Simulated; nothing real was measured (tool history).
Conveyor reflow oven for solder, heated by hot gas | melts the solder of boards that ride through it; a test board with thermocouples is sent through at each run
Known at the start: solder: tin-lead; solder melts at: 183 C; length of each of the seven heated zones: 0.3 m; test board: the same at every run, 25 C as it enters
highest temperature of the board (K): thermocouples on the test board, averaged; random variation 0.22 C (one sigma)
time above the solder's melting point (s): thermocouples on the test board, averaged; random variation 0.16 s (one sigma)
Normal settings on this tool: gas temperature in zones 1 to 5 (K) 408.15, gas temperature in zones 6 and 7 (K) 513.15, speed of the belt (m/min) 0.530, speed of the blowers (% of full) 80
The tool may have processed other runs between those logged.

run	day	gas temperature in zones 1 to 5 (K)	gas temperature in zones 6 and 7 (K)	speed of the belt (m/min)	speed of the blowers (% of full)	highest temperature of the board (K)	time above the solder's melting point (s)
1	0.000	408.15	513.15	0.530	80	493.65	51.5
2	0.508	405.15	513.15	0.530	80	493.25	50.4
3	0.804	405.15	502.15	0.530	80	483.85	43.5
4	1.238	405.15	502.15	0.530	80	483.75	43.8
5	1.475	416.15	513.15	0.530	80	494.95	55.1
6	1.933	416.15	513.15	0.530	80	495.15	55.0
7	2.471	408.15	513.15	0.530	80	493.45	51.7
8	3.142	408.15	513.15	0.530	80	493.75	51.4
9	3.650	408.15	523.15	0.530	80	501.85	56.2
10	4.029	408.15	503.15	0.530	80	485.25	46.0
11	4.300	408.15	513.15	0.530	80	493.85	51.8
12	4.704	408.15	513.15	0.571	80	490.95	46.2
13	5.083	408.15	513.15	0.571	80	490.95	46.2
14	5.496	413.15	516.15	0.530	80	497.05	55.6
15	5.942	408.15	501.15	0.495	84	486.45	50.3
16	6.233	408.15	503.15	0.502	84	488.15	51.0
17	6.671	393.15	503.15	0.459	84	488.35	51.8
18	7.108	393.15	520.15	0.530	80	496.35	49.8
19	7.404	396.15	525.15	0.525	53	494.75	48.5
20	7.725	396.15	525.15	0.525	53	494.65	49.0
21	8.154	396.15	525.15	0.525	53	494.05	48.4
22	8.508	410.15	523.15	0.566	78	498.95	52.3
23	8.921	410.15	523.15	0.476	51	500.15	61.9
24	9.392	405.15	513.15	0.530	80	492.75	50.3
25	9.892	407.15	517.15	0.512	86	499.05	57.0
26	10.138	408.15	507.15	0.530	80	488.55	48.3

Removed from this log: 1 entry logged between the listed runs. Between which two listed runs does each belong, and how does the tool's hidden state at the listed run before it compare with that at the listed run after it?
Between runs 7 and 8: flux residue cleaned out of gas plates and filters (day 2.708)
  heat that the gas passes to the board, % of a clean oven's: 99.7 -> 100
